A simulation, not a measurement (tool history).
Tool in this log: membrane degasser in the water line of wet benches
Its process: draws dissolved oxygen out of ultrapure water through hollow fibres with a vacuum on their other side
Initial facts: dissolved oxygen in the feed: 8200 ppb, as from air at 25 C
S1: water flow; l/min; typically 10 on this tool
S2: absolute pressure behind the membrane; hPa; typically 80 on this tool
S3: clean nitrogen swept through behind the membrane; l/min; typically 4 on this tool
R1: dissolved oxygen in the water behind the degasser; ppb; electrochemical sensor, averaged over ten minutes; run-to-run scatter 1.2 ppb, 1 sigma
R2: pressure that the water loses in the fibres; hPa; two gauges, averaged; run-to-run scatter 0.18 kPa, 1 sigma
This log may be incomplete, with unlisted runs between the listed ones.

| run | day | S1 | S2 | S3 | R1 | R2 |
|---|---|---|---|---|---|---|
| 1 | 0 | 10 | 80 | 4 | 122.3 | 626.7 |
| 2 | 5.158 | 10 | 80 | 9.57 | 104.3 | 629.9 |
|  | 9.033 | seals of the vacuum lines changed |
| 3 | 9.975 | 10 | 80 | 4 | 122.3 | 628.6 |
| 4 | 14.196 | 10 | 80 | 4 | 121.6 | 630.7 |
| 5 | 19.138 | 7 | 80 | 4 | 77 | 441.3 |
| 6 | 23.108 | 10 | 80 | 4 | 122.1 | 630.5 |
| 7 | 28.246 | 10 | 80 | 4 | 122.3 | 630.9 |
| 8 | 33.738 | 10 | 80 | 4 | 123.1 | 632.7 |
| 9 | 41.379 | 10 | 80 | 4 | 124.1 | 630.5 |
| 10 | 49.708 | 10 | 80 | 4 | 121.6 | 632.4 |
| 11 | 54.112 | 10 | 139.3 | 4 | 160.1 | 629.8 |
| 12 | 58.867 | 10 | 139.3 | 4 | 158.8 | 632.9 |
| 13 | 66.238 | 9 | 139.3 | 4 | 139.7 | 569.5 |
| 14 | 70.812 | 9 | 139.3 | 4 | 139.9 | 571.4 |
| 15 | 77.017 | 6 | 80 | 4 | 61.9 | 381 |
| 16 | 82.308 | 9 | 80 | 3.31 | 116.3 | 570.8 |
| 17 | 87.175 | 10 | 198.7 | 4 | 197.3 | 631.8 |
| 18 | 92.438 | 14 | 129.8 | 4.4 | 218.6 | 884.5 |
| 19 | 101.321 | 12 | 129.8 | 9.84 | 151.6 | 759.5 |
| 20 | 106.183 | 8 | 168.4 | 9.84 | 99.1 | 509.7 |
|  | 113.354 | vacuum gauge calibrated |
| 21 | 115.117 | 10 | 80 | 3.9 | 124.9 | 634 |
| 22 | 124.092 | 10 | 110.8 | 1.65 | 209.4 | 635.1 |
| 23 | 132.092 | 10 | 67.9 | 2.36 | 133.1 | 641.3 |
| 24 | 141.1 | 10 | 63.1 | 2.36 | 128 | 635.8 |
| 25 | 147.617 | 10 | 80 | 3.05 | 136.9 | 639.6 |
| 26 | 153.196 | 10 | 85.1 | 7 | 115.6 | 637.8 |
| 27 | 159.75 | 8 | 80 | 1.98 | 118.2 | 510.1 |
| 28 | 168.158 | 8 | 80 | 1.98 | 119.4 | 512.4 |
| 29 | 174.179 | 7 | 80 | 7.17 | 70.1 | 448.5 |

Run 30 has not been measured yet. What should we expect?
| 30 | 181.671 | 12 | 131.9 | 2.73 | ? | ? |

{"run 30": {"R1": 231.1, "R2": 771.7}}
Were there no unlogged condition in the tool, this run, its random variation unchanged, would have produced R1 218.1 ppb, R2 755.9 hPa.
